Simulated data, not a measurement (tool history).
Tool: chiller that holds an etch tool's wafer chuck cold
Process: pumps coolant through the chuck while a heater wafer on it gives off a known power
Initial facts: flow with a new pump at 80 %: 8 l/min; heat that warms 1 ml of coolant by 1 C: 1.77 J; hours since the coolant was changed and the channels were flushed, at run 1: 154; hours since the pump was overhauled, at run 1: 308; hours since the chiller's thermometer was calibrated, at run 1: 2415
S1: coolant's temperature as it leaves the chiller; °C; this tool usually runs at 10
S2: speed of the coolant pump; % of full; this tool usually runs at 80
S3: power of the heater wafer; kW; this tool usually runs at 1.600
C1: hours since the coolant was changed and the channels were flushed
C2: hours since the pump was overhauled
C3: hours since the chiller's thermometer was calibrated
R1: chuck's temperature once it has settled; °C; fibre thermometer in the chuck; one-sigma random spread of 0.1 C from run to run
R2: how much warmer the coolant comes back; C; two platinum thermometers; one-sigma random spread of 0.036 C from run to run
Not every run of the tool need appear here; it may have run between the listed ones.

{"run": 1, "day": 0.0, "S1": 10, "S2": 80, "S3": 1.6, "C1": 154, "C2": 308, "C3": 2415, "R1": 26.5, "R2": 6.72}
{"run": 2, "day": 2.133, "S1": 10, "S2": 80, "S3": 1.6, "C1": 205, "C2": 359, "C3": 2467, "R1": 26.6, "R2": 6.84}
{"run": 3, "day": 4.067, "S1": 10, "S2": 80, "S3": 1.6, "C1": 252, "C2": 405, "C3": 2513, "R1": 26.6, "R2": 6.72}
{"run": 4, "day": 5.771, "S1": 10, "S2": 80, "S3": 1.6, "C1": 292, "C2": 446, "C3": 2554, "R1": 26.6, "R2": 6.75}
{"run": 5, "day": 7.625, "S1": 10, "S2": 80, "S3": 1.6, "C1": 337, "C2": 491, "C3": 2598, "R1": 26.7, "R2": 6.75}
{"run": 6, "day": 9.458, "S1": 10, "S2": 80, "S3": 1.538, "C1": 381, "C2": 535, "C3": 2642, "R1": 25.9, "R2": 6.51}
{"run": 7, "day": 11.804, "S1": 10, "S2": 80, "S3": 1.538, "C1": 437, "C2": 591, "C3": 2699, "R1": 26.0, "R2": 6.51}
{"run": 8, "day": 13.358, "S1": 10, "S2": 80, "S3": 1.6, "C1": 475, "C2": 628, "C3": 2736, "R1": 26.4, "R2": 6.84}
{"run": 9, "day": 15.142, "S1": 10, "S2": 80, "S3": 1.6, "C1": 517, "C2": 671, "C3": 2779, "R1": 26.6, "R2": 6.8}
{"run": 10, "day": 17.067, "S1": 10, "S2": 89, "S3": 1.6, "C1": 564, "C2": 717, "C3": 2825, "R1": 25.3, "R2": 6.14}
{"run": 11, "day": 18.071, "S1": 14, "S2": 80, "S3": 1.6, "C1": 588, "C2": 741, "C3": 2849, "R1": 30.5, "R2": 6.79}
{"run": 12, "day": 19.129, "S1": 14, "S2": 80, "S3": 1.6, "C1": 613, "C2": 767, "C3": 2874, "R1": 30.5, "R2": 6.8}
{"run": 13, "day": 20.246, "S1": 14, "S2": 80, "S3": 1.6, "C1": 640, "C2": 794, "C3": 2901, "R1": 30.6, "R2": 6.8}
{"run": 14, "day": 22.012, "S1": 10, "S2": 80, "S3": 1.674, "C1": 682, "C2": 836, "C3": 2944, "R1": 27.2, "R2": 7.09}
{"run": 15, "day": 23.675, "S1": 10, "S2": 80, "S3": 1.674, "C1": 722, "C2": 876, "C3": 2984, "R1": 27.4, "R2": 7.04}
{"run": 16, "day": 25.071, "S1": 10, "S2": 80, "S3": 1.674, "C1": 756, "C2": 909, "C3": 3017, "R1": 27.6, "R2": 7.06}
{"run": 17, "day": 26.929, "S1": 13, "S2": 68, "S3": 2.395, "C1": 800, "C2": 954, "C3": 3062, "R1": 40.8, "R2": 11.99}
{"run": 18, "day": 28.833, "S1": 10, "S2": 72, "S3": 1.6, "C1": 846, "C2": 1000, "C3": 3107, "R1": 27.9, "R2": 7.53}
{"run": 19, "day": 30.962, "S1": 17, "S2": 68, "S3": 1.6, "C1": 897, "C2": 1051, "C3": 3158, "R1": 35.7, "R2": 7.97}
{"run": 20, "day": 33.204, "S1": 13, "S2": 68, "S3": 1.6, "C1": 951, "C2": 1105, "C3": 3212, "R1": 31.6, "R2": 7.99}
{"run": 21, "day": 35.538, "S1": 3, "S2": 72, "S3": 1.357, "C1": 1007, "C2": 1161, "C3": 3268, "R1": 18.2, "R2": 6.42}
{"run": 22, "day": 37.567, "S1": 10, "S2": 68, "S3": 2.34, "C1": 1056, "C2": 1209, "C3": 3317, "R1": 37.2, "R2": 11.66}
{"day": 39.746, "done": "chiller's thermometer calibrated"}
{"run": 23, "day": 40.046, "S1": 2, "S2": 96, "S3": 1.967, "C1": 1114, "C2": 1268, "C3": 7, "R1": 19.9, "R2": 6.96}
{"run": 24, "day": 41.717, "S1": 10, "S2": 72, "S3": 1.002, "C1": 1154, "C2": 1308, "C3": 47, "R1": 21.2, "R2": 4.72}
{"run": 25, "day": 43.133, "S1": 10, "S2": 72, "S3": 1.002, "C1": 1188, "C2": 1342, "C3": 81, "R1": 21.2, "R2": 4.69}

Hidden state at the last listed run before each entry between runs and at the first one after, where it differs:
Between runs 22 and 23: chiller's thermometer calibrated (day 39.746)
  flow at a given pump speed, % of a new pump's: 100 -> 99.9
